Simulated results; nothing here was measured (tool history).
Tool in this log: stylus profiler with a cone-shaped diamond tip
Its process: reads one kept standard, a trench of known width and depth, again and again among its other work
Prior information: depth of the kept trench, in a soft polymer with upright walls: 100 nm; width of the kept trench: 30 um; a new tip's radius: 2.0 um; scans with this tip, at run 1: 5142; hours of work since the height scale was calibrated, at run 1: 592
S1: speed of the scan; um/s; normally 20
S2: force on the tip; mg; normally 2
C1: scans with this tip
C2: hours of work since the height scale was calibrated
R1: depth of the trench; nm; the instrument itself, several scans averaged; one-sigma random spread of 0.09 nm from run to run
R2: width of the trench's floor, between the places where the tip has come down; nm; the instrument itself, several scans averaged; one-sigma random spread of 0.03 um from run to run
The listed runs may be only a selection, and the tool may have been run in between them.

Run 1, hour 0: usual settings; C1 5142; C2 592. Result: R1 100.49 nm, R2 28490 nm.
Run 2, hour 34.7: usual settings; C1 5271; C2 607. Result: R1 100.48 nm, R2 28580 nm.
Run 3, hour 93.7: usual settings; C1 5490; C2 633. Result: R1 100.41 nm, R2 28570 nm.
Run 4, hour 139.2: usual settings; C1 5659; C2 652. Result: R1 100.24 nm, R2 28530 nm.
At hour 142.1: height scale calibrated on a step standard.
Run 5, hour 198: usual settings; C1 5876; C2 24. Result: R1 100.24 nm, R2 28510 nm.
Run 6, hour 252.6: usual settings; C1 6079; C2 47. Result: R1 100.2 nm, R2 28530 nm.
At hour 278: height scale calibrated on a step standard, once more.
Run 7, hour 290.8: usual settings but S1 16 um/s, S2 2.24 mg; C1 6219; C2 5. Result: R1 100.67 nm, R2 28590 nm.
Run 8, hour 339.5: usual settings but S1 11 um/s, S2 1.03 mg; C1 6400; C2 26. Result: R1 100.28 nm, R2 28550 nm.
Run 9, hour 381.5: usual settings but S1 11 um/s, S2 1.03 mg; C1 6556; C2 44. Result: R1 100.41 nm, R2 28530 nm.
Run 10, hour 415.1: usual settings but S1 11 um/s, S2 1.03 mg; C1 6681; C2 59. Result: R1 100.28 nm, R2 28540 nm.
Run 11, hour 468.5: usual settings but S1 35 um/s; C1 6879; C2 82. Result: R1 100.51 nm, R2 28450 nm.

Hidden state at the last listed run before each entry between runs and at the first one after, where it differs:
Runs 4 to 5: height scale calibrated on a step standard (hour 142.1)
  radius of the tip, um: 2.43 -> 2.45; height scale over the true one, %: -0.181 -> -0.312
  the result without the hidden state subtracted from the measured one, R1: -0.18 -> -0.32 nm; R2: -130 -> -140 nm
Runs 6 to 7: height scale calibrated on a step standard, once more (hour 278)
  radius of the tip, um: 2.47 -> 2.48; height scale over the true one, %: -0.318 -> -0.021
  the result without the hidden state subtracted from the measured one, R1: -0.32 -> -0.02 nm; R2: -140 -> -140 nm

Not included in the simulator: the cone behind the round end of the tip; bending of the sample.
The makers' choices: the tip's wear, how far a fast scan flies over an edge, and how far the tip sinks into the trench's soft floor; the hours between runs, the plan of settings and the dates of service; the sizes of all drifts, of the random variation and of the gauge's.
